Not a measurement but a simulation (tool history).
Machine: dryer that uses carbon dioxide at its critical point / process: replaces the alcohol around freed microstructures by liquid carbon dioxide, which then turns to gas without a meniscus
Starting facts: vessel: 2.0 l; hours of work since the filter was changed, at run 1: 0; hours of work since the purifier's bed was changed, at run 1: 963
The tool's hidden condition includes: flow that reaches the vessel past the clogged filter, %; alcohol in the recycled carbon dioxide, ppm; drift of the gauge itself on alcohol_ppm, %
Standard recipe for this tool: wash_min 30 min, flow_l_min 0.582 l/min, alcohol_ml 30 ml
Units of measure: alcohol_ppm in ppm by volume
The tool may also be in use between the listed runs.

run	hour	wash_min	flow_l_min	alcohol_ml	hours of work since the filter was changed	hours of work since the purifier's bed was changed	alcohol_ppm
1	0.0	30	0.582	30	0	963	65
2	36.5	30	0.576	30	14	977	58
3	78.4	30	0.576	30	30	993	66
4	106.7	30	0.576	30	41	1004	60
5	159.0	30	0.476	30	62	1025	85
6	217.7	30	0.476	30	84	1047	93
7	254.2	30	0.476	30	99	1062	94
8	297.4	29	0.476	30	115	1078	96
9	343.4	29	0.476	30	133	1096	95
10	384.6	29	0.476	30	149	1112	109
11	413.9	29	0.476	30	160	1124	110
12	454.3	31	0.857	30	176	1139	68
# hour 479.7: inlet filter changed
13	487.1	25	0.480	27	3	1152	117
14	531.2	30	0.490	23	20	1169	88
15	564.1	30	0.490	23	33	1181	75
16	601.9	33	0.582	89	47	1196	81
17	661.2	42	0.582	108	70	1219	73
# hour 700.8: purifier's bed changed
18	709.9	42	0.582	108	88	4	8
19	768.5	30	0.423	30	111	26	82

Forecast each of these 3 alternatives for the next run:
A	803.2	30	0.947	30	124	40	?
B	803.2	46	0.582	38	124	40	?
C	803.2	35	0.863	23	124	40	?

run	alcohol_ppm
A	11
B	19
C	1
What these runs would have given with no unlogged condition in the tool:
run	alcohol_ppm
A	7
B	15
C	0

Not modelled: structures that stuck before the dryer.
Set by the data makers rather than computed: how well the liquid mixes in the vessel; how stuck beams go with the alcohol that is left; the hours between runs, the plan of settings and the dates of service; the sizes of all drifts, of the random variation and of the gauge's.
